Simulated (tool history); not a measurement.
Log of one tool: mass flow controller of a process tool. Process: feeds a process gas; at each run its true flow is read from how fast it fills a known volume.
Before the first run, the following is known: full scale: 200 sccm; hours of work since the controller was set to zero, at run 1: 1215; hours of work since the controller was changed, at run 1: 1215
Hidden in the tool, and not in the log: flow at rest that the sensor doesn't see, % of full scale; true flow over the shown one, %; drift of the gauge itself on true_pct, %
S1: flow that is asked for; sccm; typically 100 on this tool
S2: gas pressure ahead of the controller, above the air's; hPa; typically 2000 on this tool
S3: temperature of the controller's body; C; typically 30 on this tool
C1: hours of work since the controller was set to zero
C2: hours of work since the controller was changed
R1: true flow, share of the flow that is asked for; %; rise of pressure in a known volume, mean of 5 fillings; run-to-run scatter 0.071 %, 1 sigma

run,hour,S1,S2,S3,C1,C2,R1
1,0,100,2000,30,1215,1215,101.18
2,189.4,100,2000,30,1309,1309,101.03
3,491.5,100,1620,30,1460,1460,101.15
4,713.4,100,2000,30,1571,1571,101.34
5,891.8,100,2000,30,1660,1660,101.35
6,1310.9,100,2000,23,1869,1869,100.57
7,1719.8,100,2000,23,2074,2074,100.77
8,2066.2,100,2000,23,2247,2247,100.81
9,2246.7,100,2000,23,2337,2337,101.02
10,2541.2,100,2000,30,2484,2484,101.86
11,2780.7,27,2000,30,2604,2604,103.83
12,3005.6,27,2000,30,2716,2716,103.84
13,3205.5,23,1630,38,2816,2816,105.57
14,3532,23,1850,26,2979,2979,104.32
15,3810.9,23,1850,26,3118,3118,104.68
16,4206.2,100,2130,30,3315,3315,102.35
17,4375.2,100,1490,36,3400,3400,103.01
18,4693.1,100,1490,36,3559,3559,102.98
19,4927.7,100,1490,36,3676,3676,103.08
20,5218.6,51,2000,30,3821,3821,103.63

Forecast each of these 3 alternatives for the next run:
A,5423.3,114,2250,39,3923,3923,?
B,5423.3,51,2000,40,3923,3923,?
C,5423.3,51,1410,28,3923,3923,?

run,R1
A,103.77
B,104.79
C,103.28
Take away the tool's hidden state, keep each run's random variation, and the runs would have read:
run,R1
A,101.18
B,100.83
C,99.32

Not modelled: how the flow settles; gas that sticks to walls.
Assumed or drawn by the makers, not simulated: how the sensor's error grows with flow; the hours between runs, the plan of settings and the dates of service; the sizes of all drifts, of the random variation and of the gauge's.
